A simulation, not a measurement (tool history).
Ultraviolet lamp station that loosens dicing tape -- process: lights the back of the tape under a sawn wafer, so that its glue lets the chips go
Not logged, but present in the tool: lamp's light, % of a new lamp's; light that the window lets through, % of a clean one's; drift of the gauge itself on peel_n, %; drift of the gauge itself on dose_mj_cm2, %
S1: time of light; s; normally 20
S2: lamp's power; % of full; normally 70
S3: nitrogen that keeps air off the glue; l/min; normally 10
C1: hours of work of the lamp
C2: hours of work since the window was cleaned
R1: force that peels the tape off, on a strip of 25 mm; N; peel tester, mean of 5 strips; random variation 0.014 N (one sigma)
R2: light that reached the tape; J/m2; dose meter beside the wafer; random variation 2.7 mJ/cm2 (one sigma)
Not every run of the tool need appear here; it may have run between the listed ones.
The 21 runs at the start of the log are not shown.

run   hour  S1  S2  S3   C1   C2     R1    R2
 22  184.8  20  72  10  317  352  0.918  3010
 23  195.1  19  70   4  322  357  1.432  2760
 24    203  19  71   4  326  361  1.395  2750
 25  211.3  14  63  10  330  365  1.794  1790
 26    218  12  70  10  333  368  1.898  1750
 27  229.2  12  70  10  338  374  1.968  1720
 28  238.7  29  72  10  343  378  0.429  4290
 29  250.3  19  99   5  349  384  0.789  3870
     261.5  -- window cleaned of glue's vapour
 30  262.9  19  70  10  355    1  0.856  3140
 31  273.1  14  70  16  360    6  1.189  2340
 32  285.1  18  91   4  365   11  0.907  3870
 33  294.9  18  91   4  370   16  0.891  3790
 34  302.7  36  61  10  374   20  0.292  5080
 35    308  36  69   4  376   23  0.385  5840
 36  316.5  36  69   4  381   27  0.379  5790
 37  327.3  13  76  10  386   32  1.325  2300
 38  335.8  13  76  10  390   36  1.375  2260
 39  342.4  13  76  10  393   39  1.383  2260
 40  348.7  13  76  10  396   42  1.357  2270
 41  359.5  20  65   6  401   48  1.143  2950
 42  364.6  15  65   6  404   50   1.67  2240
 43  375.8  26  93   4  409   55  0.419  5560

Below are 5 alternative next runs, each starting from the tool's condition after run 43. Predict each:
  A  386.1  37  70  10  414  60   ?   ?
  B  386.1  26  70  13  414  60   ?   ?
  C  386.1  12  93   4  414  60   ?   ?
  D  386.1  21  70  18  414  60   ?   ?
  E  386.1  21  93   8  414  60   ?   ?

run     R1    R2
  A  0.215  5870
  B  0.413  4160
  C   1.61  2500
  D  0.617  3330
  E  0.477  4450
Had the tool no hidden state, the same runs would have come out as:
run     R1    R2
  A  0.159  6600
  B  0.311  4670
  C  1.389  2810
  D  0.478  3740
  E  0.362  5000

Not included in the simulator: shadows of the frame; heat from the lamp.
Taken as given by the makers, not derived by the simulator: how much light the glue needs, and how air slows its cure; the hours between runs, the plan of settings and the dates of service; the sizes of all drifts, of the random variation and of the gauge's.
